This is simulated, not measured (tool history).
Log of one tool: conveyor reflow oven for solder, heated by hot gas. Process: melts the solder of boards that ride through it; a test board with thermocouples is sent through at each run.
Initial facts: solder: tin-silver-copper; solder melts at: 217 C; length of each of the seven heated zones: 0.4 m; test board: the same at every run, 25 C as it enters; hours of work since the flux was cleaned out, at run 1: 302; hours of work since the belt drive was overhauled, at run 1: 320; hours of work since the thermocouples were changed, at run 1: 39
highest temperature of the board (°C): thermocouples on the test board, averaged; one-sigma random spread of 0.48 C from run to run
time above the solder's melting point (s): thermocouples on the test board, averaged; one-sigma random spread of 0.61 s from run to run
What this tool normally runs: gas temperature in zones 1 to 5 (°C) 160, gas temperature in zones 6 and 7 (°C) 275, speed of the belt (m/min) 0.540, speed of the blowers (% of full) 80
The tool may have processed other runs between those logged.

run	hour	gas temperature in zones 1 to 5 (°C)	gas temperature in zones 6 and 7 (°C)	speed of the belt (m/min)	speed of the blowers (% of full)	hours of work since the flux was cleaned out	hours of work since the belt drive was overhauled	hours of work since the thermocouples were changed	highest temperature of the board (°C)	time above the solder's melting point (s)
1	0.0	160	275	0.540	80	302	320	39	258.6	66.7
2	16.7	160	275	0.540	80	310	327	47	258.9	67.3
3	38.6	160	275	0.540	80	320	338	57	258.0	67.5
4	49.6	160	275	0.540	80	326	343	62	259.0	67.1
5	60.2	160	275	0.540	80	331	348	67	258.7	67.2
6	78.1	160	275	0.540	68	339	356	75	257.2	65.4
7	94.6	160	275	0.540	76	347	364	83	258.0	66.5
8	107.1	160	275	0.540	76	352	369	89	258.0	66.1
# hour 114.0: flux residue cleaned out of gas plates and filters
9	129.5	160	275	0.540	76	7	378	97	257.0	65.4
10	142.8	160	275	0.540	80	13	384	103	258.1	65.8
11	153.4	160	275	0.540	80	18	389	108	257.8	66.4
12	171.1	160	275	0.540	77	27	397	116	257.1	64.4
13	189.4	160	283	0.540	80	35	405	125	264.6	70.1
14	211.0	160	275	0.540	80	45	415	135	257.2	65.8
15	222.8	160	275	0.540	80	51	421	140	257.1	65.5
# hour 240.1: flux residue cleaned out of gas plates and filters, once more
16	240.1	160	275	0.540	80	0	427	146	260.7	69.1
17	251.1	171	275	0.635	71	5	432	151	254.6	57.4
18	265.6	160	275	0.565	73	12	438	158	257.4	63.7
19	279.4	160	275	0.565	73	18	445	164	258.4	64.2
20	296.2	160	275	0.565	73	26	453	172	257.6	64.6
21	307.2	169	278	0.585	65	31	458	177	258.7	64.1
22	328.5	169	278	0.585	65	41	468	187	259.1	64.5
23	344.0	149	275	0.623	80	48	475	195	253.8	51.0
24	365.0	149	275	0.623	80	58	485	204	253.4	50.6
25	382.5	163	274	0.556	57	66	493	212	254.3	62.1
26	401.1	163	274	0.556	57	75	501	221	254.9	62.5
27	418.2	163	274	0.556	57	83	509	229	254.4	62.4
28	433.4	163	274	0.556	57	90	517	236	253.6	61.5
29	450.2	166	275	0.540	55	98	524	244	256.2	65.7
30	460.7	166	275	0.540	55	103	529	249	256.5	66.9

For each entry between runs, how does the tool's hidden state at the last listed run before it compare with that at the first listed run after it?
From run 8 to run 9: flux residue cleaned out of gas plates and filters (hour 114.0)
  heat that the gas passes to the board, % of a clean oven's: 90.8 -> 88.3; belt's true speed, % of the reading: 99.6 -> 99.59; true gas temperature in zones 6 and 7 over the reading, C: -0.51 -> -0.53
  what was measured, less what the result would be without the hidden state, highest temperature of the board (°C): -2.7 -> -3.5; time above the solder's melting point (s): -2.2 -> -2.9
From run 15 to run 16: flux residue cleaned out of gas plates and filters, once more (hour 240.1)
  heat that the gas passes to the board, % of a clean oven's: 87.3 -> 99.2; true gas temperature in zones 6 and 7 over the reading, C: -0.65 -> -0.66
  what was measured, less what the result would be without the hidden state, highest temperature of the board (°C): -3.9 -> -0.6; time above the solder's melting point (s): -3.2 -> -0.1
